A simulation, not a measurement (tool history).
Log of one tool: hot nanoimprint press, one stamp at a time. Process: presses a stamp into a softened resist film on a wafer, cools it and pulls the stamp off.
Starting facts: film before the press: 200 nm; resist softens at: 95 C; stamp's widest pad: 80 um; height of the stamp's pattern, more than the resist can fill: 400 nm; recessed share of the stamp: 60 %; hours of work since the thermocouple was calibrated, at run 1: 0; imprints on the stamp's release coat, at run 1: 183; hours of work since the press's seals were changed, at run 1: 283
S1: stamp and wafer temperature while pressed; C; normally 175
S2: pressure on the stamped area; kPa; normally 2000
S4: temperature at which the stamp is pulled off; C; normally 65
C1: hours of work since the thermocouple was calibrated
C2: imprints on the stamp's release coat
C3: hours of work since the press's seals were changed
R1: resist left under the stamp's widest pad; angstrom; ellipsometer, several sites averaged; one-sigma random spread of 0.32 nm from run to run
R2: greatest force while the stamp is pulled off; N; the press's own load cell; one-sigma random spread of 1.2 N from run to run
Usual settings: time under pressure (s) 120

Run 1, hour 0.0: usual settings; C1 0; C2 183; C3 283. Result: R1 707 angstrom, R2 121 N.
Run 2, hour 67.2: usual settings; C1 53; C2 345; C3 335. Result: R1 710 angstrom, R2 120 N.
Run 3, hour 110.5: usual settings; C1 87; C2 448; C3 369. Result: R1 710 angstrom, R2 120 N.
Run 4, hour 191.1: usual settings; C1 150; C2 641; C3 432. Result: R1 712 angstrom, R2 122 N.
At hour 235.8: stamp cleaned and given a new release coat.
Run 5, hour 273.7: usual settings; C1 210; C2 91; C3 492. Result: R1 714 angstrom, R2 119 N.
Run 6, hour 339.6: usual settings; C1 262; C2 249; C3 544. Result: R1 710 angstrom, R2 120 N.
Run 7, hour 406.0: usual settings; C1 314; C2 408; C3 596. Result: R1 708 angstrom, R2 120 N.
At hour 473.4: plate thermocouple calibrated.
Run 8, hour 489.1: usual settings; C1 12; C2 600; C3 659. Result: R1 711 angstrom, R2 120 N.
Run 9, hour 526.6: usual settings; C1 42; C2 690; C3 688. Result: R1 716 angstrom, R2 121 N.
At hour 552.5: stamp cleaned and given a new release coat.
Run 10, hour 601.6: usual settings but S4 55 C; C1 96; C2 118; C3 742. Result: R1 712 angstrom, R2 144 N.
Run 11, hour 648.1: usual settings but S4 55 C; C1 132; C2 229; C3 779. Result: R1 716 angstrom, R2 145 N.
Run 12, hour 704.3: usual settings but S1 186 C, S4 55 C; C1 176; C2 364; C3 823. Result: R1 434 angstrom, R2 143 N.
Run 13, hour 778.9: usual settings but S1 186 C, S4 55 C; C1 235; C2 543; C3 882. Result: R1 440 angstrom, R2 144 N.
At hour 865.1: stamp cleaned and given a new release coat.
Run 14, hour 865.2: usual settings but S1 186 C, S4 55 C; C1 298; C2 0; C3 945. Result: R1 440 angstrom, R2 144 N.

Expected results for the next run?
Run 15, hour 904.4: usual settings but S1 186 C, S4 55 C; C1 329; C2 94; C3 975. Result: R1 ?, R2 ?.

{"run 15": {"R1": 445, "R2": 143}}
On a tool with no hidden condition, and with the same random variation, this run would have come out at R1 440 angstrom, R2 143 N.

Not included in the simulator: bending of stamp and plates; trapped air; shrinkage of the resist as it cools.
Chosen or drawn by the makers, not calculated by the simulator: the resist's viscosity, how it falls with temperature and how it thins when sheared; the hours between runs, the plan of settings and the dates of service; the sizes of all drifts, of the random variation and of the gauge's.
